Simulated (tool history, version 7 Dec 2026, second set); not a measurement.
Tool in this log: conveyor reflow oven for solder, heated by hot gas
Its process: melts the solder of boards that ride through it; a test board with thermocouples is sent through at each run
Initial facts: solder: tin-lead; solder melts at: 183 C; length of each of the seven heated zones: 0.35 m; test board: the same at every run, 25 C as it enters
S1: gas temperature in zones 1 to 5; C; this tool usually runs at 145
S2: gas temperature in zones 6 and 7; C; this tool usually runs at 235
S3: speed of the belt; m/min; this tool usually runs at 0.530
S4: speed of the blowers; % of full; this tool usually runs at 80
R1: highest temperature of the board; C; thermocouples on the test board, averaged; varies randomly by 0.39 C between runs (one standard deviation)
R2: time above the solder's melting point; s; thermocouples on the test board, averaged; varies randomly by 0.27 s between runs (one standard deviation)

run 1 hour=0.0 | S1=145 S2=235 S3=0.530 S4=80 | R1=220.8 R2=65.7
run 2 hour=33.2 | S1=145 S2=235 S3=0.530 S4=80 | R1=220.3 R2=65.9
run 3 hour=67.3 | S1=145 S2=235 S3=0.530 S4=80 | R1=221.8 R2=65.7
run 4 hour=84.2 | S1=145 S2=235 S3=0.516 S4=80 | R1=222.4 R2=68.1
run 5 hour=107.1 | S1=145 S2=235 S3=0.530 S4=80 | R1=222.1 R2=65.0
run 6 hour=143.2 | S1=145 S2=235 S3=0.530 S4=80 | R1=221.5 R2=65.5
run 7 hour=167.8 | S1=145 S2=235 S3=0.530 S4=80 | R1=221.9 R2=66.0
run 8 hour=185.6 | S1=145 S2=231 S3=0.530 S4=80 | R1=217.8 R2=63.2
run 9 hour=203.6 | S1=145 S2=231 S3=0.530 S4=80 | R1=217.4 R2=63.8
run 10 hour=221.8 | S1=145 S2=235 S3=0.530 S4=80 | R1=221.2 R2=65.8
run 11 hour=257.9 | S1=145 S2=244 S3=0.530 S4=80 | R1=229.5 R2=70.1
run 12 hour=275.7 | S1=145 S2=244 S3=0.530 S4=80 | R1=229.5 R2=70.3
run 13 hour=298.8 | S1=145 S2=244 S3=0.530 S4=80 | R1=229.6 R2=70.4
run 14 hour=320.8 | S1=145 S2=235 S3=0.530 S4=80 | R1=221.1 R2=65.9
run 15 hour=336.5 | S1=145 S2=235 S3=0.530 S4=80 | R1=220.7 R2=65.8
run 16 hour=355.5 | S1=145 S2=235 S3=0.530 S4=80 | R1=220.8 R2=65.8
run 17 hour=383.5 | S1=152 S2=235 S3=0.530 S4=80 | R1=221.6 R2=68.8
run 18 hour=414.9 | S1=145 S2=235 S3=0.529 S4=80 | R1=220.9 R2=65.0
run 19 hour=450.9 | S1=145 S2=235 S3=0.537 S4=80 | R1=220.2 R2=63.9
run 20 hour=472.9 | S1=146 S2=235 S3=0.453 S4=80 | R1=225.1 R2=80.6
run 21 hour=496.7 | S1=146 S2=235 S3=0.453 S4=80 | R1=225.5 R2=80.7
run 22 hour=518.1 | S1=145 S2=235 S3=0.453 S4=57 | R1=218.9 R2=74.8
run 23 hour=540.2 | S1=131 S2=247 S3=0.530 S4=80 | R1=229.2 R2=65.6
run 24 hour=571.3 | S1=150 S2=225 S3=0.530 S4=84 | R1=214.0 R2=62.7
run 25 hour=604.5 | S1=150 S2=225 S3=0.530 S4=84 | R1=213.2 R2=62.7
run 26 hour=626.9 | S1=152 S2=228 S3=0.471 S4=54 | R1=211.9 R2=67.8
run 27 hour=657.1 | S1=145 S2=249 S3=0.459 S4=64 | R1=233.0 R2=84.2
run 28 hour=689.3 | S1=145 S2=243 S3=0.530 S4=80 | R1=228.0 R2=69.7
run 29 hour=716.2 | S1=145 S2=235 S3=0.530 S4=80 | R1=220.4 R2=65.1
run 30 hour=750.2 | S1=145 S2=232 S3=0.530 S4=80 | R1=217.5 R2=63.1
run 31 hour=786.7 | S1=145 S2=246 S3=0.442 S4=71 | R1=233.7 R2=87.9
run 32 hour=808.4 | S1=145 S2=246 S3=0.442 S4=71 | R1=233.6 R2=87.6

Not shown: 3 entries that the log had between the listed runs. Between which runs, and how does the tool's hidden state differ before and after?
Run 6 -> run 7: flux residue cleaned out of gas plates and filters (hour 152.7)
  heat that the gas passes to the board, % of a clean oven's: 97.1 -> 99.5; belt's true speed, % of the reading: 99.79 -> 99.78; true gas temperature in zones 6 and 7 over the reading, C: -0.44 -> -0.46
  what was measured, less what the result would be without the hidden state, R1: -1.0 -> -0.5 C; R2: -0.7 -> -0.2 s
Run 19 -> run 20: flux residue cleaned out of gas plates and filters (hour 467.0)
  heat that the gas passes to the board, % of a clean oven's: 97.2 -> 98.7; belt's true speed, % of the reading: 99.62 -> 99.61; true gas temperature in zones 6 and 7 over the reading, C: -0.9 -> -0.92
  what was measured, less what the result would be without the hidden state, R1: -1.4 -> -1.0 C; R2: -0.7 -> -0.3 s
Run 30 -> run 31: flux residue cleaned out of gas plates and filters (hour 779.4)
  heat that the gas passes to the board, % of a clean oven's: 96.5 -> 99.8; belt's true speed, % of the reading: 99.44 -> 99.43; true gas temperature in zones 6 and 7 over the reading, C: -1.35 -> -1.4
  what was measured, less what the result would be without the hidden state, R1: -1.9 -> -1.2 C; R2: -1.1 -> -0.1 s

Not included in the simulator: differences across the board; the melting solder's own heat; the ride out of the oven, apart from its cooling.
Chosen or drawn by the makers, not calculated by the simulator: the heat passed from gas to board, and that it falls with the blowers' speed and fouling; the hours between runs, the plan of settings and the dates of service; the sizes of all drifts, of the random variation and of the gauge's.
